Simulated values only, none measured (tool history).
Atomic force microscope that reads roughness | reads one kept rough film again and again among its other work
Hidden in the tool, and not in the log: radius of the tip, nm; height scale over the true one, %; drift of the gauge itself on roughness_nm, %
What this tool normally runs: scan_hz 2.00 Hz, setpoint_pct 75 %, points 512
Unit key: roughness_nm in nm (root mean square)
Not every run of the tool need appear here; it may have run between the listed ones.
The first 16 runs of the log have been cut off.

run     day  scan_hz  setpoint_pct  points  pictures with this tip  hours of work since the height scale was calibrated  roughness_nm
 17   9.104     2.00            75     512                      78                                                  315         3.509
 18   9.612     2.00            75     512                     106                                                  324         3.446
 19  10.233     1.36            75     512                     140                                                  334         3.452
 20  10.725     2.00            75     897                     168                                                  342         3.287
 21  11.454     2.00            75     897                     209                                                  354         3.169
     11.533  -- new tip fitted
 22  12.146     2.00            75     897                      34                                                  365         3.699
 23  12.558     2.00            75     512                      57                                                  372         3.574
 24  13.296     2.31            75     512                      98                                                  384         3.420
 25  13.700     2.00            75     293                     121                                                  391         3.402
 26  14.233     2.00            75     612                     150                                                  400         3.316
 27  14.871     0.73            62     368                     186                                                  410         3.496
     15.358  -- new tip fitted
 28  15.667     0.73            62     368                      17                                                  423         4.034
 29  16.133     2.00            78     597                      43                                                  431         3.589
 30  16.658     3.18            57     469                      72                                                  439         3.729
 31  17.388     3.18            57     469                     113                                                  451         3.580

Run 32 is up next; what results do you expect?
 32  17.771     3.18            57     469                     134                                                  458             ?

roughness_nm: 3.539 nm (root mean square)
Minus the tool's unlogged condition, the same run would have read roughness_nm 3.971 nm (root mean square).
